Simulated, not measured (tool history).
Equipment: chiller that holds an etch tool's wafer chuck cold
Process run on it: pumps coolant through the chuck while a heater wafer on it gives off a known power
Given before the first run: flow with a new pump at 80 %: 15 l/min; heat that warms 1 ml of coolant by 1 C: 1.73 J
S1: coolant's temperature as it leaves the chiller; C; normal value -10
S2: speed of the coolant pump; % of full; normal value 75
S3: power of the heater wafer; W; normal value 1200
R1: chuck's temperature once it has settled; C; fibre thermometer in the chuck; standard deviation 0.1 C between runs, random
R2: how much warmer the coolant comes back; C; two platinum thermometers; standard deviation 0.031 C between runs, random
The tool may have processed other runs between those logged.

run 1 hour=0 | S1=-10 S2=75 S3=1200 | R1=-1.2 R2=2.99
run 2 hour=134.3 | S1=-10 S2=75 S3=1200 | R1=-1.1 R2=2.99
run 3 hour=339.4 | S1=-10 S2=64 S3=1200 | R1=-0.2 R2=3.59
run 4 hour=530.2 | S1=-10 S2=75 S3=1316 | R1=-0.1 R2=3.25
run 5 hour=626.2 | S1=-10 S2=75 S3=1316 | R1=-0.3 R2=3.27
run 6 hour=836.5 | S1=-10 S2=75 S3=1200 | R1=-1.2 R2=2.93
run 7 hour=958.5 | S1=-10 S2=75 S3=1200 | R1=-1.2 R2=2.98
run 8 hour=1072.4 | S1=-15 S2=75 S3=1200 | R1=-6.1 R2=3.01
run 9 hour=1182.1 | S1=-11 S2=75 S3=1200 | R1=-2.2 R2=2.98
run 10 hour=1309.9 | S1=-10 S2=75 S3=877 | R1=-3.5 R2=2.18
run 11 hour=1524.4 | S1=-10 S2=75 S3=877 | R1=-3.4 R2=2.21
run 12 hour=1667.6 | S1=-10 S2=75 S3=877 | R1=-3.5 R2=2.2
run 13 hour=1755.4 | S1=-10 S2=75 S3=877 | R1=-3.5 R2=2.17
run 14 hour=1856.5 | S1=-10 S2=75 S3=877 | R1=-3.4 R2=2.18
run 15 hour=2023.8 | S1=-10 S2=75 S3=877 | R1=-3.4 R2=2.13
run 16 hour=2111.7 | S1=-10 S2=75 S3=1200 | R1=-1.1 R2=3.02
run 17 hour=2317.6 | S1=-10 S2=75 S3=633 | R1=-5.5 R2=1.63
run 18 hour=2480.8 | S1=-10 S2=100 S3=1395 | R1=-1.3 R2=2.53
run 19 hour=2614.1 | S1=-10 S2=75 S3=1202 | R1=-1 R2=2.95
-- hour=2710.5 chiller's thermometer calibrated
run 20 hour=2815.3 | S1=-6 S2=70 S3=1200 | R1=3.3 R2=3.18
run 21 hour=2956.2 | S1=-6 S2=70 S3=1200 | R1=3 R2=3.21
run 22 hour=3114.9 | S1=-6 S2=70 S3=1200 | R1=3.4 R2=3.23
run 23 hour=3252.5 | S1=-10 S2=62 S3=921 | R1=-2.4 R2=2.82
run 24 hour=3381.8 | S1=-10 S2=62 S3=921 | R1=-2.3 R2=2.88
run 25 hour=3481.3 | S1=-10 S2=62 S3=921 | R1=-2.2 R2=2.83
run 26 hour=3607.6 | S1=-10 S2=62 S3=921 | R1=-2.3 R2=2.82
run 27 hour=3754.7 | S1=-15 S2=73 S3=764 | R1=-9.4 R2=2.02
run 28 hour=3966 | S1=-16 S2=91 S3=741 | R1=-11.1 R2=1.53
run 29 hour=4113.2 | S1=-5 S2=91 S3=741 | R1=-0.2 R2=1.53
run 30 hour=4250.7 | S1=-18 S2=95 S3=975 | R1=-11.8 R2=1.86
run 31 hour=4436.4 | S1=-18 S2=95 S3=975 | R1=-11.7 R2=1.87
run 32 hour=4627.4 | S1=-7 S2=79 S3=1071 | R1=0.8 R2=2.54

Each row is a separate what-if for the run after 32, all from the same tool condition, not one after another. Results?
run A hour=4820.8 | S1=-19 S2=75 S3=1450 | R1=? R2=?
run B hour=4820.8 | S1=-1 S2=75 S3=1200 | R1=? R2=?
run C hour=4820.8 | S1=-11 S2=61 S3=1544 | R1=? R2=?
run D hour=4820.8 | S1=-10 S2=80 S3=1538 | R1=? R2=?

run=A R1=-8.2 R2=3.57
run=B R1=7.9 R2=3.03
run=C R1=1.8 R2=4.86
run=D R1=0.7 R2=3.55
What these runs would have given with no unlogged condition in the tool:
run=A R1=-8.2 R2=3.57
run=B R1=7.9 R2=3.02
run=C R1=1.8 R2=4.86
run=D R1=0.7 R2=3.55
